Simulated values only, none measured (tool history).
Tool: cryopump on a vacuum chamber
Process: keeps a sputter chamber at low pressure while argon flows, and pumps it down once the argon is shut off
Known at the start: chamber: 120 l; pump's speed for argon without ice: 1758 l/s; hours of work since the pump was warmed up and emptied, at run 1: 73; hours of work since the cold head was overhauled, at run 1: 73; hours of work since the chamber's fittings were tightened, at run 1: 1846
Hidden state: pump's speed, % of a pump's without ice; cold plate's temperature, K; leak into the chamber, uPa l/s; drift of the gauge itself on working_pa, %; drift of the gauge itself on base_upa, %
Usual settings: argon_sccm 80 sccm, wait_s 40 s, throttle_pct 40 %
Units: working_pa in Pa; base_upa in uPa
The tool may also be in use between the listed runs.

run,hour,argon_sccm,wait_s,throttle_pct,hours of work since the pump was warmed up and emptied,hours of work since the cold head was overhauled,hours of work since the chamber's fittings were tightened,working_pa,base_upa
1,0,80,40,40,73,73,1846,0.1952,3.55
2,30.8,80,40,21,93,93,1866,0.3694,3.61
3,69.3,80,40,40,117,117,1890,0.1945,3.69
4,112.8,80,40,40,145,145,1918,0.1931,3.63
5,142.8,80,40,40,164,164,1937,0.1965,3.67
6,182.2,80,40,40,188,188,1961,0.1954,3.76
7,238.1,80,40,40,224,224,1997,0.1969,3.82
8,292.1,45,40,40,258,258,2031,0.1112,3.76
9,322.3,45,40,40,277,277,2050,0.1102,3.77
10,370.7,80,40,40,308,308,2081,0.1971,3.86
11,412.2,80,40,40,334,334,2107,0.1977,3.83
12,454.1,80,40,40,360,360,2133,0.1982,3.94
13,494.7,80,40,40,386,386,2159,0.1995,3.79
14,529.6,80,40,40,408,408,2181,0.1991,3.99
# hour 534.2: leaking fittings of the chamber tightened, without venting
15,573,80,40,40,434,434,25,0.2002,2.24
16,616.8,80,40,40,462,462,52,0.1992,2.33
17,666.8,44,46,40,493,493,84,0.1115,2.07
18,722.8,44,46,40,529,529,119,0.1106,2.11
19,762.3,44,46,40,554,554,144,0.1104,2.17
20,813.1,57,40,40,586,586,176,0.1453,2.49
# hour 843.2: pump warmed up, emptied and cooled again
21,867,57,40,40,15,617,207,0.1375,2.35
22,890.2,57,40,40,30,631,222,0.1378,2.57
23,926.4,80,40,16,53,654,245,0.4855,2.37
24,967.3,47,40,32,78,680,270,0.1416,2.49
25,1005.4,151,40,56,102,704,294,0.2634,2.53
26,1053.1,80,40,42,133,734,325,0.186,2.44
27,1106.2,37,141,19,166,768,358,0.1891,1.08

4 ways to go on from here, each from the tool as it stands after run 27. What would each give?
A,1162.1,38,115,27,201,803,393,?,?
B,1162.1,32,45,40,201,803,393,?,?
C,1162.1,80,40,27,201,803,393,?,?
D,1162.1,39,240,19,201,803,393,?,?

run,working_pa,base_upa
A,0.136,1.21
B,0.079,2.31
C,0.2927,2.59
D,0.1992,0.85
Without the tool's hidden state the same runs would have given:
run,working_pa,base_upa
A,0.1339,0.88
B,0.0773,1.98
C,0.2884,2.26
D,0.1971,0.52
